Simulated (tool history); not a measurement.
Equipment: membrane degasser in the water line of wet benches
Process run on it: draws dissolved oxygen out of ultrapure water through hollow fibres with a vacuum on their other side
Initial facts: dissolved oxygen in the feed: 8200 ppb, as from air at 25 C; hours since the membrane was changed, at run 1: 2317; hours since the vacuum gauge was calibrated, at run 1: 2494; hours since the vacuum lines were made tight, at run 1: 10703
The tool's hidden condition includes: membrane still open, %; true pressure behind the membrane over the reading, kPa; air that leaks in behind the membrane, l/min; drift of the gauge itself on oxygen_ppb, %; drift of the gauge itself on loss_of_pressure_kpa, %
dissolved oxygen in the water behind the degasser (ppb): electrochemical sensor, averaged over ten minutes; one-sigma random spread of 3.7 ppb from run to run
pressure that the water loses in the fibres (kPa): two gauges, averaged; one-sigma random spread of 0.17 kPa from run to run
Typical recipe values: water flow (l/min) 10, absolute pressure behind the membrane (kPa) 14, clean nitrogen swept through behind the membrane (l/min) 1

run	hour	water flow (l/min)	absolute pressure behind the membrane (kPa)	clean nitrogen swept through behind the membrane (l/min)	hours since the membrane was changed	hours since the vacuum gauge was calibrated	hours since the vacuum lines were made tight	dissolved oxygen in the water behind the degasser (ppb)	pressure that the water loses in the fibres (kPa)
1	0	10	14	1	2317	2494	10703	387.5	28.28
2	74.2	10	14	1	2391	2569	10777	382.1	28.34
3	140.5	10	14	1	2458	2635	10843	378.4	28.03
4	177.3	10	22.1	1	2495	2672	10880	557.8	28.66
5	217.8	10	22.1	1	2535	2712	10921	578.8	28.14
6	250.9	10	22.1	1	2568	2745	10954	562	28.33
7	315.2	10	22.1	1	2632	2810	11018	567.3	28.36
8	356.7	10	14	1.09	2674	2851	11060	366.5	28.48
9	403.4	10	14	1.09	2721	2898	11106	367.7	28.63
10	450.9	10	14	1.09	2768	2945	11154	365.4	28.44
11	515.7	10	14	1.09	2833	3010	11219	367.9	28.09
12	592.5	10	14	1.09	2910	3087	11295	364.6	28.38
13	640	14	30.4	2.8	2957	3134	11343	650.9	39.79
14	689.7	14	30.4	2.8	3007	3184	11393	678	39.8
15	749.7	14	19	0.44	3067	3244	11453	1261.7	39.74
16	824.5	16	10.8	2.62	3142	3319	11527	613.1	45.62
17	888.8	7	14	0.4	3206	3383	11592	468.2	19.54
18	944.5	7	14	0.4	3262	3439	11647	469.7	20.19
19	1010	13	27	1	3327	3504	11713	949.8	36.82
20	1086.7	15	14.7	0.62	3404	3581	11790	965.2	42.57
21	1120.4	15	14.7	0.62	3438	3615	11823	964.3	42.71
22	1185.2	15	14.7	0.62	3502	3680	11888	964.7	42.55
# hour 1247.4: vacuum gauge calibrated
23	1257.2	9	14	1.88	3574	10	11960	221.3	25.6

Selected run-to-run steps in dissolved oxygen in the water behind the degasser (ppb), each split into two signed amounts: the part the tool would show with no hidden state at all (from settings, incoming material and random variation), and the remainder, which goes to the hidden state together with any gauge scatter not common to the measured and the hidden-state-free results:
Run 15 -> 16: water flow (l/min) 14 -> 16, absolute pressure behind the membrane (kPa) 19 -> 10.8, clean nitrogen swept through behind the membrane (l/min) 0.44 -> 2.62. dissolved oxygen in the water behind the degasser (ppb) -648.6: hidden state -9.4, all else -639.2.
Run 22 -> 23: water flow (l/min) 15 -> 9, absolute pressure behind the membrane (kPa) 14.7 -> 14, clean nitrogen swept through behind the membrane (l/min) 0.62 -> 1.88, vacuum gauge calibrated. dissolved oxygen in the water behind the degasser (ppb) -743.4: hidden state -20.6, all else -722.8.

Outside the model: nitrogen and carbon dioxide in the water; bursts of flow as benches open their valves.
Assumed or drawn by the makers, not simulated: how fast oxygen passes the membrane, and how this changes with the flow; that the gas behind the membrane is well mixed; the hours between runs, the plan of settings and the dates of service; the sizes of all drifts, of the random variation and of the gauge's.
